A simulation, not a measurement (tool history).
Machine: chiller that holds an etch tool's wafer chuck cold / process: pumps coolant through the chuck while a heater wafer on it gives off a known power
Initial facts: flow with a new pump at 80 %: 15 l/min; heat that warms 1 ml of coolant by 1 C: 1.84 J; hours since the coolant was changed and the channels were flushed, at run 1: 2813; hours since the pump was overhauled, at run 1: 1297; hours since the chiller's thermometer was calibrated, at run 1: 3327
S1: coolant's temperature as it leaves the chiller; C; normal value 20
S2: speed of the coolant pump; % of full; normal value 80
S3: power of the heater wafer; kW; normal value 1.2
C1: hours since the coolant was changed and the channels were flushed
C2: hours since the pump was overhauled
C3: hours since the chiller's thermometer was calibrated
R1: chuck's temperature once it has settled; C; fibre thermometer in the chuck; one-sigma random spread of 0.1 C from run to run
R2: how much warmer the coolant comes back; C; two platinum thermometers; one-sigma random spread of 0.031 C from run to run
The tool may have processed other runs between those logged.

Run 1, hour 0: usual settings; C1 2813; C2 1297; C3 3327. Result: R1 31.4 C, R2 2.7 C.
Run 2, hour 57.2: usual settings; C1 2870; C2 1354; C3 3384. Result: R1 31.5 C, R2 2.67 C.
Run 3, hour 128.2: usual settings but S1 16 C; C1 2941; C2 1425; C3 3455. Result: R1 27.5 C, R2 2.68 C.
Run 4, hour 176.4: usual settings but S2 93 % of full; C1 2989; C2 1473; C3 3503. Result: R1 30.1 C, R2 2.33 C.
Run 5, hour 215.4: usual settings but S2 93 % of full; C1 3028; C2 1512; C3 3542. Result: R1 30 C, R2 2.3 C.
Run 6, hour 258.2: usual settings but S2 93 % of full; C1 3071; C2 1555; C3 3585. Result: R1 30.1 C, R2 2.34 C.
Run 7, hour 306.1: usual settings; C1 3119; C2 1603; C3 3633. Result: R1 31.7 C, R2 2.74 C.
Run 8, hour 351.3: usual settings; C1 3164; C2 1648; C3 3678. Result: R1 31.6 C, R2 2.73 C.
Run 9, hour 385.5: usual settings; C1 3198; C2 1682; C3 3712. Result: R1 31.7 C, R2 2.74 C.
Run 10, hour 427.7: usual settings; C1 3241; C2 1724; C3 3754. Result: R1 31.7 C, R2 2.72 C.
Run 11, hour 487.5: usual settings but S2 73 % of full; C1 3300; C2 1784; C3 3814. Result: R1 32.8 C, R2 3 C.
Run 12, hour 521.7: usual settings but S2 62 % of full; C1 3335; C2 1819; C3 3848. Result: R1 34.7 C, R2 3.59 C.
At hour 528.5: chiller's thermometer calibrated.
Run 13, hour 567.3: usual settings but S2 62 % of full; C1 3379; C2 1863; C3 39. Result: R1 34.5 C, R2 3.55 C.
Run 14, hour 631.3: usual settings but S3 1.16 kW; C1 3443; C2 1927; C3 103. Result: R1 30.9 C, R2 2.67 C.
Run 15, hour 701.8: usual settings but S3 1.16 kW; C1 3514; C2 1998; C3 173. Result: R1 31.1 C, R2 2.67 C.
Run 16, hour 745: usual settings but S1 25 C, S3 1.16 kW; C1 3557; C2 2041; C3 217. Result: R1 36.3 C, R2 2.69 C.
Run 17, hour 782.1: usual settings but S1 25 C, S3 1.16 kW; C1 3594; C2 2078; C3 254. Result: R1 36.2 C, R2 2.7 C.
At hour 807.5: chiller's thermometer calibrated, once more.
Run 18, hour 852.5: usual settings but S1 21 C, S3 0.625 kW; C1 3663; C2 2147; C3 45. Result: R1 27.7 C, R2 1.49 C.
Run 19, hour 915.7: usual settings but S1 26 C, S2 62 % of full, S3 1.533 kW; C1 3727; C2 2210; C3 108. Result: R1 46.4 C, R2 4.64 C.
Run 20, hour 985.7: usual settings but S1 26 C, S2 62 % of full, S3 1.533 kW; C1 3797; C2 2281; C3 178. Result: R1 46.6 C, R2 4.64 C.
Run 21, hour 1032.6: usual settings but S1 27 C, S2 62 % of full, S3 1.533 kW; C1 3844; C2 2327; C3 225. Result: R1 47.6 C, R2 4.66 C.
Run 22, hour 1096.2: usual settings but S1 11 C; C1 3907; C2 2391; C3 289. Result: R1 24 C, R2 2.86 C.
Run 23, hour 1132.8: usual settings but S1 11 C; C1 3944; C2 2428; C3 325. Result: R1 24.1 C, R2 2.76 C.
Run 24, hour 1199.9: usual settings but S1 13 C, S2 61 % of full, S3 1.235 kW; C1 4011; C2 2495; C3 392. Result: R1 30 C, R2 3.84 C.
Run 25, hour 1247.9: usual settings but S1 13 C, S2 61 % of full, S3 1.235 kW; C1 4059; C2 2543; C3 440. Result: R1 29.8 C, R2 3.84 C.
Run 26, hour 1315.5: usual settings but S1 15 C, S2 81 % of full, S3 1.439 kW; C1 4126; C2 2610; C3 508. Result: R1 30.6 C, R2 3.35 C.
Run 27, hour 1392.3: usual settings but S2 92 % of full; C1 4203; C2 2687; C3 585. Result: R1 31.6 C, R2 2.5 C.
Run 28, hour 1462.8: usual settings but S1 24 C, S2 89 % of full, S3 1.297 kW; C1 4274; C2 2758; C3 655. Result: R1 37 C, R2 2.74 C.
Run 29, hour 1518.4: usual settings but S2 63 % of full; C1 4329; C2 2813; C3 711. Result: R1 36.1 C, R2 3.67 C.
Run 30, hour 1579.8: usual settings but S1 16 C, S2 88 % of full, S3 0.827 kW; C1 4391; C2 2875; C3 772. Result: R1 24.5 C, R2 1.82 C.
Run 31, hour 1640.6: usual settings but S1 16 C, S2 88 % of full, S3 0.827 kW; C1 4451; C2 2935; C3 833. Result: R1 24.5 C, R2 1.85 C.
Run 32, hour 1691.3: usual settings but S1 16 C, S2 88 % of full, S3 0.827 kW; C1 4502; C2 2986; C3 884. Result: R1 24.5 C, R2 1.74 C.

Consider 4 possible next runs. They are alternatives, not a sequence: every one starts from the tool as it was left by run 32. What does each give?
Run A, hour 1755.1: usual settings but S1 29 C, S2 88 % of full, S3 1.421 kW; C1 4566; C2 3050; C3 948. Result: R1 ?, R2 ?.
Run B, hour 1755.1: usual settings but S1 11 C, S2 72 % of full, S3 1.217 kW; C1 4566; C2 3050; C3 948. Result: R1 ?, R2 ?.
Run C, hour 1755.1: usual settings but S1 29 C, S2 74 % of full, S3 0.69 kW; C1 4566; C2 3050; C3 948. Result: R1 ?, R2 ?.
Run D, hour 1755.1: usual settings but S1 16 C, S2 67 % of full, S3 0.827 kW; C1 4566; C2 3050; C3 948. Result: R1 ?, R2 ?.

run    R1    R2
  A  43.8  3.07
  B    26  3.24
  C  37.1  1.74
  D  26.7  2.44
Stripped of hidden state, with their random variation kept, the same runs would have yielded:
run    R1    R2
  A  40.6  2.79
  B  22.7  2.95
  C  35.4  1.58
  D  24.4  2.23
